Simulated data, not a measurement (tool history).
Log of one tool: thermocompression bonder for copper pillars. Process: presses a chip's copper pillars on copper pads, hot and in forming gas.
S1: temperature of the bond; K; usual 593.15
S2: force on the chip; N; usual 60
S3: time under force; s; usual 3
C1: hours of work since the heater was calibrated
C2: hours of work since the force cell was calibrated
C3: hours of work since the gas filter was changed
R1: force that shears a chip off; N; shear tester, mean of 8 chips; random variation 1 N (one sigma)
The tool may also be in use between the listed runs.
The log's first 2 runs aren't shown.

run	day	S1	S2	S3	C1	C2	C3	R1
3	4.667	622.15	60	3	336	411	58	107.4
4	7.217	622.15	60	3	367	443	89	105.3
5	9.583	593.15	39	3	396	472	118	69.3
6	11.504	600.15	39	3	420	495	142	73.2
# day 14.358: forming gas filter changed
7	14.779	593.15	60	3	460	536	5	87.6
8	17.071	613.15	60	3	489	564	33	99.9
9	18.908	613.15	60	3	511	587	56	99.5
10	21.6	613.15	60	3	545	620	89	98.7
11	24.742	613.15	60	3	583	659	128	96.9
12	27.883	613.15	60	3	622	697	167	95.8
# day 28.679: forming gas filter changed
13	31.15	613.15	60	3	662	737	30	99.4
14	33.7	613.15	60	3	694	769	62	99.1
15	37.146	613.15	60	8	736	812	105	118.8
16	40.158	613.15	60	8	773	849	142	118.1
# day 42.946: forming gas filter changed
17	43.788	613.15	76	8	818	893	10	127.3
18	46.612	613.15	40	2	853	928	45	73.1
19	49.629	575.15	63	3	890	965	82	71.3
20	53.175	596.15	38	3	934	1009	126	66.1
21	55.429	593.15	65	3	962	1037	154	86.4
# day 57.317: forming gas filter changed
22	57.817	593.15	54	3	991	1066	6	79.5
23	59.446	563.15	79	3	1011	1086	26	71.1
# day 59.962: force cell calibrated
24	61.262	593.15	60	8	1033	16	48	104.5

Run 25 comes next. What will it give?
25	64.479	596.15	39	8	1072	56	88	?

R1: 88.4 N
Without the tool's hidden state the same run would have given R1 98.1 N.

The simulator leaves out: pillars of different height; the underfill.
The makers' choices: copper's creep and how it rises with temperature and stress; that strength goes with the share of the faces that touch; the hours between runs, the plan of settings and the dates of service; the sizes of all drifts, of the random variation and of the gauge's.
